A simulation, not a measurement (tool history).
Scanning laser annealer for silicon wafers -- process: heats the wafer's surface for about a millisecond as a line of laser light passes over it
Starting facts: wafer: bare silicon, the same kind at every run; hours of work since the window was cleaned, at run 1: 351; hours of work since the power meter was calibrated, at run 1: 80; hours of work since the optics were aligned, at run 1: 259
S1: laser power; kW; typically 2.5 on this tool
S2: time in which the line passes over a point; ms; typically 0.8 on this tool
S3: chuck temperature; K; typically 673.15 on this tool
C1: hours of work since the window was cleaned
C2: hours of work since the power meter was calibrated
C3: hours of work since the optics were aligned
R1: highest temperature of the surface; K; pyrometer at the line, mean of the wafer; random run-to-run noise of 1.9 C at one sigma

| run | hour | S1 | S2 | S3 | C1 | C2 | C3 | R1 |
|---|---|---|---|---|---|---|---|---|
| 1 | 0 | 2.5 | 0.8 | 673.15 | 351 | 80 | 259 | 1385.15 |
|  | 35.6 | window over the wafer cleaned |
| 2 | 62.3 | 2.5 | 0.8 | 699.15 | 19 | 123 | 302 | 1427.15 |
| 3 | 152.6 | 2.5 | 0.8 | 699.15 | 83 | 187 | 366 | 1427.15 |
| 4 | 210.6 | 2.5 | 0.8 | 699.15 | 124 | 228 | 407 | 1423.15 |
| 5 | 262.5 | 2.5 | 0.8 | 699.15 | 161 | 265 | 444 | 1417.15 |
| 6 | 318.8 | 2.5 | 0.8 | 664.15 | 200 | 305 | 483 | 1381.15 |
|  | 332 | optics aligned, line set to its width |
| 7 | 383.9 | 2.5 | 0.8 | 664.15 | 243 | 347 | 37 | 1374.15 |
| 8 | 446.9 | 2.304 | 0.901 | 685.15 | 288 | 392 | 81 | 1379.15 |

The next listed run, before its measurement:
| 9 | 520.4 | 2.304 | 0.901 | 685.15 | 340 | 444 | 133 | ? |

Logged for run 9: R1 1377.15 K.
Were there no unlogged condition in the tool, this run, its random variation unchanged, would have produced R1 1403.15 K.

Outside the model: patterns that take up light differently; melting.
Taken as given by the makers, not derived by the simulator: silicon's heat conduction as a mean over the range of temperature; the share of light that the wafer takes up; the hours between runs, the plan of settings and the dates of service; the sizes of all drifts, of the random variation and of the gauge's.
